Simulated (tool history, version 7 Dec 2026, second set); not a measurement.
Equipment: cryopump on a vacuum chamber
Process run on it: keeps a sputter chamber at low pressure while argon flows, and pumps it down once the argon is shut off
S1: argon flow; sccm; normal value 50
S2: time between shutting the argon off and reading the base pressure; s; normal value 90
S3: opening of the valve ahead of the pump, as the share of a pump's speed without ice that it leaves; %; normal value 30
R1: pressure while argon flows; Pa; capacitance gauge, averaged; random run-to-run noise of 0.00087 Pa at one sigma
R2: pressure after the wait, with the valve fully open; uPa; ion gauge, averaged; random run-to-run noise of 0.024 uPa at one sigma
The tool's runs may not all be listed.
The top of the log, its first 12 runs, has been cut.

run,hour,S1,S2,S3,R1,R2
13,211.8,50,221,30,0.1879,2.86
14,234.4,50,221,30,0.1869,2.7
15,246.6,50,90,30,0.1865,3.25
16,269.3,50,90,43,0.1323,3.33
17,292.2,30,65,28,0.1216,3.56
18,308.8,41,146,36,0.1305,3.05
19,329.9,36,29,31,0.1321,4.76
20,346.4,36,29,30,0.1351,4.85
21,365.2,36,29,30,0.1359,4.79
22,381.8,36,29,30,0.1369,4.9
23,406,36,29,30,0.1385,4.91
24,426.3,36,29,30,0.1376,5.01
25,439,36,237,49,0.087,2.99
26,449.6,38,88,16,0.2636,3.67
27,469.2,55,88,37,0.1726,3.53
28,489.3,31,230,20,0.1738,3.1
29,506.1,22,279,30,0.0828,3
30,520.6,20,113,51,0.0471,3.4

Branching from run 30: 4 alternative next runs. What would each branch give?
A,545.3,89,78,25,?,?
B,545.3,27,109,51,?,?
C,545.3,50,90,21,?,?
D,545.3,50,299,53,?,?

run,R1,R2
A,0.4059,3.79
B,0.0641,3.44
C,0.27,3.64
D,0.1148,3.18
With the hidden condition removed and each run's random variation left untouched, the same runs would have given:
run,R1,R2
A,0.3826,1.03
B,0.057,0.77
C,0.2569,0.88
D,0.1016,0.41
